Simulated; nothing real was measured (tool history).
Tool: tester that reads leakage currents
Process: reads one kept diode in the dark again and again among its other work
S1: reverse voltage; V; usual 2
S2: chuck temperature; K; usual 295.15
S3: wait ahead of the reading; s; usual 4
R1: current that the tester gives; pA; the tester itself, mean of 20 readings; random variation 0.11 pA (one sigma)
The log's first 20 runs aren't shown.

{"run": 21, "hour": 714.0, "S1": 2, "S2": 327.15, "S3": 6.99, "R1": 443.07}
{"run": 22, "hour": 736.0, "S1": 2, "S2": 327.15, "S3": 5.68, "R1": 443.92}
{"run": 23, "hour": 772.9, "S1": 1.93, "S2": 300.15, "S3": 5.68, "R1": 51.59}
{"hour": 807.1, "done": "chuck's temperature calibrated"}
{"run": 24, "hour": 808.8, "S1": 1.93, "S2": 300.15, "S3": 5.68, "R1": 51.5}
{"run": 25, "hour": 849.8, "S1": 1.64, "S2": 313.15, "S3": 4.34, "R1": 138.29}
{"run": 26, "hour": 891.0, "S1": 1.64, "S2": 313.15, "S3": 4.34, "R1": 138.01}
{"run": 27, "hour": 920.9, "S1": 1.64, "S2": 313.15, "S3": 4.34, "R1": 137.62}
{"run": 28, "hour": 966.6, "S1": 1.64, "S2": 313.15, "S3": 4.34, "R1": 137.8}
{"run": 29, "hour": 993.4, "S1": 1.19, "S2": 313.15, "S3": 4.44, "R1": 115.24}
{"run": 30, "hour": 1035.1, "S1": 5.75, "S2": 297.15, "S3": 4.49, "R1": 73.6}
{"run": 31, "hour": 1057.7, "S1": 2, "S2": 295.15, "S3": 9.91, "R1": 33.97}
{"run": 32, "hour": 1089.5, "S1": 2, "S2": 295.15, "S3": 9.91, "R1": 34.11}
{"run": 33, "hour": 1136.7, "S1": 2, "S2": 316.15, "S3": 4, "R1": 194.3}
{"run": 34, "hour": 1169.9, "S1": 4.44, "S2": 295.15, "S3": 4, "R1": 53.18}
{"run": 35, "hour": 1199.0, "S1": 7.47, "S2": 300.15, "S3": 4.13, "R1": 109.51}
{"run": 36, "hour": 1241.7, "S1": 2.25, "S2": 298.15, "S3": 4, "R1": 47.4}
{"run": 37, "hour": 1270.5, "S1": 1.58, "S2": 313.15, "S3": 0.83, "R1": 134.9}
{"run": 38, "hour": 1307.3, "S1": 12.95, "S2": 310.15, "S3": 2.24, "R1": 342.68}
{"run": 39, "hour": 1332.6, "S1": 19.26, "S2": 321.15, "S3": 0.44, "R1": 1002.86}
{"run": 40, "hour": 1358.3, "S1": 19.26, "S2": 321.15, "S3": 0.44, "R1": 1003.02}

4 ways to go on from here, each from the tool as it stands after run 40. What would each give?
{"run": "A", "hour": 1382.6, "S1": 12.78, "S2": 314.15, "S3": 7.37, "R1": "?"}
{"run": "B", "hour": 1382.6, "S1": 19.26, "S2": 294.15, "S3": 0.44, "R1": "?"}
{"run": "C", "hour": 1382.6, "S1": 2, "S2": 295.15, "S3": 4, "R1": "?"}
{"run": "D", "hour": 1382.6, "S1": 3.71, "S2": 321.15, "S3": 0.44, "R1": "?"}

run=A R1=464.72
run=B R1=112.82
run=C R1=33.98
run=D R1=403.69
Without the tool's hidden state the same runs would have given:
run=A R1=464.74
run=B R1=112.65
run=C R1=33.97
run=D R1=403.78

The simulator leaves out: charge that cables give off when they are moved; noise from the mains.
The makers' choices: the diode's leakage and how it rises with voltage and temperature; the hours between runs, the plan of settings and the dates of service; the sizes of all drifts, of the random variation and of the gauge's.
